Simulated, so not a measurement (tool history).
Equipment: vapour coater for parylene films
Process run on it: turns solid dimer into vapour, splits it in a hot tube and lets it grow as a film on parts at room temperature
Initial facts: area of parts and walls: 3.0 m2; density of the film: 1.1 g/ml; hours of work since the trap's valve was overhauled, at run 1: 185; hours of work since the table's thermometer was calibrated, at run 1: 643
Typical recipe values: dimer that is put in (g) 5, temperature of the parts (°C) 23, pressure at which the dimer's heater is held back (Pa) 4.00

| run | day | dimer that is put in (g) | temperature of the parts (°C) | pressure at which the dimer's heater is held back (Pa) | hours of work since the trap's valve was overhauled | hours of work since the table's thermometer was calibrated | thickness of the film (um) |
|---|---|---|---|---|---|---|---|
| 1 | 0.000 | 5 | 23 | 4.00 | 185 | 643 | 0.990 |
| 2 | 1.567 | 5 | 23 | 4.00 | 202 | 660 | 1.002 |
| 3 | 3.396 | 5 | 23 | 5.55 | 221 | 679 | 0.973 |
| 4 | 5.021 | 5 | 23 | 5.55 | 238 | 696 | 0.972 |
| 5 | 6.896 | 5 | 23 | 5.55 | 257 | 715 | 0.976 |
| 6 | 8.225 | 5 | 23 | 5.55 | 271 | 729 | 0.970 |
| 7 | 10.150 | 5 | 23 | 5.55 | 291 | 749 | 0.967 |
| 8 | 11.229 | 5 | 23 | 4.00 | 303 | 761 | 0.989 |
| 9 | 13.650 | 5 | 23 | 4.00 | 328 | 786 | 0.995 |
| 10 | 15.846 | 5 | 17 | 4.00 | 351 | 809 | 1.299 |
| 11 | 18.300 | 5 | 23 | 4.43 | 377 | 835 | 0.980 |
| 12 | 19.638 | 5 | 23 | 4.43 | 391 | 849 | 0.986 |
| 13 | 21.258 | 5 | 23 | 4.43 | 408 | 866 | 0.980 |
| 14 | 22.779 | 5 | 23 | 5.12 | 424 | 882 | 0.981 |
| 15 | 25.188 | 5 | 23 | 5.12 | 449 | 907 | 0.981 |
| 16 | 27.642 | 5 | 23 | 4.00 | 475 | 932 | 0.996 |
| 17 | 28.779 | 5 | 23 | 4.00 | 486 | 944 | 0.979 |
| 18 | 30.238 | 5 | 26 | 4.00 | 502 | 960 | 0.858 |
| 19 | 31.308 | 5 | 23 | 4.00 | 513 | 971 | 0.985 |
| 20 | 32.667 | 5 | 23 | 4.00 | 527 | 985 | 0.979 |
|  | 33.762 | table's thermometer calibrated |
| 21 | 35.283 | 5 | 23 | 4.00 | 554 | 16 | 0.917 |
| 22 | 36.438 | 5 | 23 | 4.00 | 566 | 28 | 0.927 |
| 23 | 37.592 | 5 | 23 | 4.00 | 578 | 40 | 0.908 |
| 24 | 39.888 | 5 | 23 | 4.00 | 602 | 64 | 0.923 |
| 25 | 41.796 | 5 | 23 | 4.00 | 622 | 84 | 0.922 |
| 26 | 43.283 | 3 | 16 | 4.00 | 638 | 100 | 0.769 |
| 27 | 44.833 | 3 | 23 | 3.84 | 654 | 116 | 0.563 |
| 28 | 46.542 | 3 | 33 | 7.71 | 672 | 134 | 0.332 |
| 29 | 48.208 | 6 | 23 | 3.01 | 689 | 151 | 1.121 |
|  | 49.221 | trap's valve overhauled |
| 30 | 49.612 | 6 | 29 | 2.97 | 4 | 164 | 0.931 |
| 31 | 50.833 | 6 | 23 | 5.43 | 17 | 177 | 1.168 |
| 32 | 52.750 | 6 | 23 | 5.43 | 37 | 197 | 1.165 |
| 33 | 54.571 | 8 | 23 | 4.66 | 56 | 216 | 1.568 |
| 34 | 55.850 | 8 | 23 | 4.66 | 69 | 229 | 1.573 |
| 35 | 57.238 | 2 | 17 | 9.07 | 84 | 244 | 0.484 |
| 36 | 59.642 | 8 | 25 | 8.84 | 109 | 269 | 1.368 |
| 37 | 62.225 | 4 | 16 | 11.38 | 136 | 296 | 1.008 |
| 38 | 64.038 | 2 | 32 | 7.43 | 155 | 315 | 0.253 |
| 39 | 66.504 | 5 | 27 | 6.51 | 181 | 341 | 0.801 |
| 40 | 69.029 | 5 | 27 | 2.45 | 207 | 367 | 0.836 |
| 41 | 70.692 | 3 | 27 | 4.32 | 225 | 385 | 0.494 |
| 42 | 72.321 | 6 | 23 | 4.00 | 242 | 402 | 1.182 |
| 43 | 74.592 | 2 | 23 | 4.00 | 265 | 425 | 0.392 |
| 44 | 75.746 | 2 | 23 | 4.00 | 278 | 438 | 0.385 |
| 45 | 77.262 | 8 | 26 | 5.63 | 293 | 453 | 1.339 |
| 46 | 79.429 | 8 | 26 | 10.25 | 316 | 476 | 1.290 |
| 47 | 80.650 | 8 | 35 | 4.00 | 329 | 489 | 0.914 |

Hidden state at the last listed run before each entry between runs and at the first one after, where it differs:
From run 20 to run 21: table's thermometer calibrated (day 33.762)
  vapour lost through the trap's worn valve, %: 5.6 -> 5.9; true temperature of the parts over the reading, C: -1.35 -> -0.04
  measured less the result without the state, thickness of the film (um): +0.003 -> -0.056
From run 29 to run 30: trap's valve overhauled (day 49.221)
  vapour lost through the trap's worn valve, %: 7.2 -> 0.2; true temperature of the parts over the reading, C: -0.23 -> -0.25
  measured less the result without the state, thickness of the film (um): -0.075 -> +0.009

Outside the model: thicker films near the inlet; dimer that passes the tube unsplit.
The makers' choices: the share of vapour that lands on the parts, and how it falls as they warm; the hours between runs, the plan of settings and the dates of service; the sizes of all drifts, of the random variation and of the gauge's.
